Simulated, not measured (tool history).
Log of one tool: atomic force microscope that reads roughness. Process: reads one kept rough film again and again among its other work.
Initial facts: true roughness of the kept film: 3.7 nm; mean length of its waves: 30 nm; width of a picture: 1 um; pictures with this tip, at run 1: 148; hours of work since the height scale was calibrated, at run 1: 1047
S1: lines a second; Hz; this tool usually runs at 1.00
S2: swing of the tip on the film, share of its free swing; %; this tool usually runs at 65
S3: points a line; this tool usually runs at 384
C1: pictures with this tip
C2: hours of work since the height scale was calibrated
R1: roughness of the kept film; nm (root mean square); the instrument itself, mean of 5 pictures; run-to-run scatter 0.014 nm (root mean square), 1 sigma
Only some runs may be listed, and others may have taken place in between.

| run | day | S1 | S2 | S3 | C1 | C2 | R1 |
|---|---|---|---|---|---|---|---|
| 1 | 0.000 | 1.00 | 65 | 384 | 148 | 1047 | 2.910 |
| 2 | 2.804 | 1.00 | 65 | 384 | 240 | 1078 | 2.785 |
| 3 | 5.092 | 0.96 | 65 | 384 | 315 | 1103 | 2.719 |
|  | 6.421 | new tip fitted |
| 4 | 8.475 | 1.00 | 65 | 384 | 67 | 1141 | 3.050 |
| 5 | 10.612 | 1.00 | 87 | 384 | 137 | 1164 | 2.839 |
| 6 | 13.062 | 1.00 | 87 | 384 | 217 | 1191 | 2.751 |
| 7 | 15.204 | 1.00 | 87 | 384 | 287 | 1215 | 2.646 |
| 8 | 16.908 | 1.00 | 87 | 384 | 343 | 1234 | 2.599 |
|  | 17.367 | new tip fitted |
| 9 | 19.217 | 1.00 | 87 | 384 | 60 | 1259 | 2.945 |
| 10 | 20.846 | 1.00 | 87 | 383 | 114 | 1277 | 2.864 |
| 11 | 23.746 | 2.44 | 65 | 384 | 209 | 1309 | 2.798 |
| 12 | 25.554 | 2.44 | 65 | 384 | 268 | 1329 | 2.722 |
| 13 | 27.688 | 2.44 | 65 | 384 | 338 | 1352 | 2.621 |
|  | 28.254 | new tip fitted |
| 14 | 29.783 | 2.44 | 65 | 384 | 50 | 1375 | 2.996 |
| 15 | 32.446 | 2.44 | 65 | 384 | 137 | 1405 | 2.872 |
| 16 | 34.433 | 1.00 | 65 | 262 | 202 | 1426 | 2.823 |
| 17 | 37.383 | 1.00 | 65 | 262 | 299 | 1459 | 2.730 |
|  | 39.025 | new tip fitted |
| 18 | 39.462 | 1.00 | 65 | 262 | 14 | 1482 | 3.078 |
| 19 | 41.712 | 1.00 | 65 | 262 | 88 | 1506 | 2.978 |
| 20 | 44.121 | 1.00 | 65 | 262 | 167 | 1533 | 2.843 |
| 21 | 46.888 | 1.99 | 65 | 352 | 258 | 1564 | 2.733 |
| 22 | 48.917 | 1.99 | 87 | 352 | 324 | 1586 | 2.459 |
|  | 49.871 | new tip fitted |
| 23 | 50.454 | 0.61 | 69 | 384 | 19 | 1603 | 3.126 |
| 24 | 53.712 | 0.79 | 69 | 384 | 126 | 1639 | 2.968 |
| 25 | 56.233 | 1.00 | 76 | 384 | 208 | 1666 | 2.792 |
| 26 | 57.629 | 1.00 | 67 | 381 | 254 | 1682 | 2.784 |
|  | 60.658 | new tip fitted |
| 27 | 60.746 | 1.00 | 67 | 381 | 3 | 1716 | 3.107 |
| 28 | 62.938 | 1.00 | 76 | 384 | 75 | 1740 | 2.987 |
| 29 | 65.546 | 1.00 | 76 | 847 | 161 | 1769 | 2.869 |
| 30 | 68.725 | 1.00 | 76 | 847 | 265 | 1804 | 2.737 |
|  | 70.129 | height scale calibrated on a step standard |
| 31 | 71.300 | 1.00 | 64 | 847 | 348 | 13 | 2.768 |
|  | 71.546 | new tip fitted |
| 32 | 74.371 | 0.95 | 58 | 922 | 93 | 47 | 3.117 |
| 33 | 77.158 | 0.66 | 58 | 290 | 184 | 77 | 2.940 |
| 34 | 79.904 | 1.59 | 84 | 345 | 274 | 108 | 2.658 |
|  | 82.342 | new tip fitted |
| 35 | 82.421 | 1.59 | 84 | 345 | 3 | 135 | 3.019 |
| 36 | 84.696 | 1.59 | 84 | 345 | 77 | 160 | 2.915 |
| 37 | 87.158 | 1.00 | 66 | 369 | 158 | 187 | 3.013 |
| 38 | 90.133 | 1.00 | 66 | 369 | 256 | 220 | 2.837 |
| 39 | 92.250 | 0.90 | 55 | 384 | 325 | 244 | 2.817 |
|  | 93.154 | new tip fitted |
| 40 | 94.808 | 1.35 | 86 | 320 | 54 | 272 | 2.952 |

A few steps of R1 between consecutive runs. Split each: what settings, incoming material and random variation would produce without the hidden state, and what is left over for the hidden state, along with gauge scatter present in only one of the two compared results (measured, and without hidden state):
The hidden state here: radius of the tip, nm; height scale over the true one, %; drift of the gauge itself on roughness_nm, %.
Run 13 -> 14: new tip fitted. R1 +0.375 nm (root mean square): hidden state +0.360, all else +0.015.
Run 22 -> 23: S1 1.99 -> 0.61, S2 87 -> 69, S3 352 -> 384, new tip fitted. R1 +0.667 nm (root mean square): hidden state +0.366, all else +0.301.
Run 34 -> 35: new tip fitted. R1 +0.361 nm (root mean square): hidden state +0.359, all else +0.002.
Run 39 -> 40: S1 0.90 -> 1.35, S2 55 -> 86, S3 384 -> 320, new tip fitted. R1 +0.135 nm (root mean square): hidden state +0.363, all else -0.228.

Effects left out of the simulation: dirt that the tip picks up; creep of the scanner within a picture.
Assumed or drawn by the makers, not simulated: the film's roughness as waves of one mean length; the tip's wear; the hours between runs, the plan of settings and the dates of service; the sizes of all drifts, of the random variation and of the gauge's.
